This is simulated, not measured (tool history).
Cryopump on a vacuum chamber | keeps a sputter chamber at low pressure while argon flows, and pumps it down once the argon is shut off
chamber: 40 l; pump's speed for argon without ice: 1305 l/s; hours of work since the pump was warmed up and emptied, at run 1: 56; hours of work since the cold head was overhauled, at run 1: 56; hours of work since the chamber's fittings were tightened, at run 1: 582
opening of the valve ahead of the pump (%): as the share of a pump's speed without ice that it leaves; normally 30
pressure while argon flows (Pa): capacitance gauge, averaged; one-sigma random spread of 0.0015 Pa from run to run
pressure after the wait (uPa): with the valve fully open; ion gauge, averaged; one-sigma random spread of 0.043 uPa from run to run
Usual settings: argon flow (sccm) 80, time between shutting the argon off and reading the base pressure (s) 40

run	hour	argon flow (sccm)	time between shutting the argon off and reading the base pressure (s)	opening of the valve ahead of the pump (%)	hours of work since the pump was warmed up and emptied	hours of work since the cold head was overhauled	hours of work since the chamber's fittings were tightened	pressure while argon flows (Pa)	pressure after the wait (uPa)
1	0	80	40	30	56	56	582	0.3491	2.62
2	11	80	40	30	65	65	590	0.3516	2.73
3	20.9	110	40	30	73	73	598	0.4835	2.71
4	38.2	80	40	30	87	87	612	0.3488	2.72
5	52.9	80	40	30	98	98	624	0.3487	2.67
6	62.9	80	40	30	106	106	632	0.3483	2.73
7	81.8	80	40	30	121	121	647	0.3507	2.68
8	101.4	34	40	30	137	137	663	0.1473	2.67
9	123.1	80	40	56	154	154	680	0.191	2.67
10	141.3	80	40	56	169	169	694	0.1918	2.71
11	152.1	80	78	30	178	178	703	0.3531	1.61
12	167.8	80	94	30	190	190	716	0.3533	1.4
13	179.6	146	100	41	200	200	725	0.4759	1.38
14	198.3	146	100	41	214	214	740	0.4738	1.31
15	221.3	146	132	38	233	233	758	0.5134	1.15
16	233.8	88	40	40	243	243	768	0.2962	2.79
17	245.6	88	40	40	252	252	778	0.2966	2.71
18	268	103	40	30	270	270	796	0.458	2.69
19	281.7	103	40	30	281	281	807	0.4601	2.76
20	292.3	38	21	49	290	290	815	0.1064	4.81
21	314.4	38	21	49	307	307	833	0.1066	4.9

Branching from run 21: 5 alternative next runs. What would each branch give?
A	337.8	48	214	49	326	326	851	?	?
B	337.8	80	40	24	326	326	851	?	?
C	337.8	38	21	20	326	326	851	?	?
D	337.8	32	23	30	326	326	851	?	?
E	337.8	126	69	18	326	326	851	?	?

run	pressure while argon flows (Pa)	pressure after the wait (uPa)
A	0.1356	0.89
B	0.4453	2.86
C	0.2511	4.8
D	0.1444	4.48
E	0.9264	1.78
The same runs, with their run-to-run variation unchanged, on a tool lacking any hidden condition would have given:
run	pressure while argon flows (Pa)	pressure after the wait (uPa)
A	0.1274	0.63
B	0.4316	2.59
C	0.2446	4.54
D	0.1389	4.22
E	0.905	1.52
